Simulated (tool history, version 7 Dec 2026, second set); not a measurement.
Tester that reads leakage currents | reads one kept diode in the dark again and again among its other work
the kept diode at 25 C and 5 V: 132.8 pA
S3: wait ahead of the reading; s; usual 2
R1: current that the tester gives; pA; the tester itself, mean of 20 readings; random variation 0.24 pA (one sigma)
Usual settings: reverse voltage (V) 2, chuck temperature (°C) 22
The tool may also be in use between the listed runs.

{"run": 1, "day": 0.0, "reverse voltage (V)": 2, "chuck temperature (°C)": 22, "S3": 2, "R1": 76.58}
{"run": 2, "day": 1.371, "reverse voltage (V)": 2, "chuck temperature (°C)": 22, "S3": 2, "R1": 76.5}
{"run": 3, "day": 3.2, "reverse voltage (V)": 2, "chuck temperature (°C)": 22, "S3": 2, "R1": 76.92}
{"run": 4, "day": 5.946, "reverse voltage (V)": 2, "chuck temperature (°C)": 22, "S3": 2, "R1": 76.73}
{"run": 5, "day": 8.792, "reverse voltage (V)": 2, "chuck temperature (°C)": 22, "S3": 2, "R1": 76.52}
{"run": 6, "day": 10.521, "reverse voltage (V)": 2, "chuck temperature (°C)": 22, "S3": 2, "R1": 76.29}
{"run": 7, "day": 12.158, "reverse voltage (V)": 2, "chuck temperature (°C)": 22, "S3": 2, "R1": 76.63}
{"day": 12.788, "done": "chuck's temperature calibrated"}
{"run": 8, "day": 13.979, "reverse voltage (V)": 2, "chuck temperature (°C)": 22, "S3": 2, "R1": 80.82}
{"run": 9, "day": 15.7, "reverse voltage (V)": 2, "chuck temperature (°C)": 22, "S3": 2, "R1": 81.22}
{"run": 10, "day": 17.275, "reverse voltage (V)": 2, "chuck temperature (°C)": 22, "S3": 2, "R1": 81.45}
{"day": 18.675, "done": "probe card cleaned and baked"}
{"run": 11, "day": 19.254, "reverse voltage (V)": 2, "chuck temperature (°C)": 22, "S3": 2, "R1": 76.13}
{"run": 12, "day": 20.75, "reverse voltage (V)": 2, "chuck temperature (°C)": 22, "S3": 2, "R1": 76.26}
{"run": 13, "day": 22.321, "reverse voltage (V)": 2, "chuck temperature (°C)": 47, "S3": 0.45, "R1": 417.56}
{"run": 14, "day": 24.275, "reverse voltage (V)": 2, "chuck temperature (°C)": 47, "S3": 0.45, "R1": 416.77}
{"run": 15, "day": 26.962, "reverse voltage (V)": 5.9, "chuck temperature (°C)": 36, "S3": 2, "R1": 301.46}
{"run": 16, "day": 29.842, "reverse voltage (V)": 5.9, "chuck temperature (°C)": 36, "S3": 2, "R1": 302.99}
{"run": 17, "day": 32.275, "reverse voltage (V)": 5.9, "chuck temperature (°C)": 36, "S3": 2, "R1": 302.29}
{"run": 18, "day": 34.538, "reverse voltage (V)": 4.67, "chuck temperature (°C)": 59, "S3": 4.63, "R1": 1165.72}
{"run": 19, "day": 36.758, "reverse voltage (V)": 19.15, "chuck temperature (°C)": 59, "S3": 2.08, "R1": 1941.69}
{"run": 20, "day": 37.962, "reverse voltage (V)": 1.48, "chuck temperature (°C)": 41, "S3": 2, "R1": 253.9}
{"run": 21, "day": 39.688, "reverse voltage (V)": 2, "chuck temperature (°C)": 27, "S3": 5.32, "R1": 109.75}
{"run": 22, "day": 41.175, "reverse voltage (V)": 2, "chuck temperature (°C)": 41, "S3": 3.32, "R1": 283.64}
{"run": 23, "day": 42.488, "reverse voltage (V)": 10.58, "chuck temperature (°C)": 41, "S3": 0.93, "R1": 524.27}

Forecast each of these 3 alternatives for the next run:
{"run": "A", "day": 44.642, "reverse voltage (V)": 2, "chuck temperature (°C)": 52, "S3": 2, "R1": "?"}
{"run": "B", "day": 44.642, "reverse voltage (V)": 2, "chuck temperature (°C)": 29, "S3": 2, "R1": "?"}
{"run": "C", "day": 44.642, "reverse voltage (V)": 13.03, "chuck temperature (°C)": 54, "S3": 0.86, "R1": "?"}

run=A R1=560.99
run=B R1=125.22
run=C R1=1264.6
Without the tool's hidden state the same runs would have given:
run=A R1=568.42
run=B R1=126.08
run=C R1=1275.48
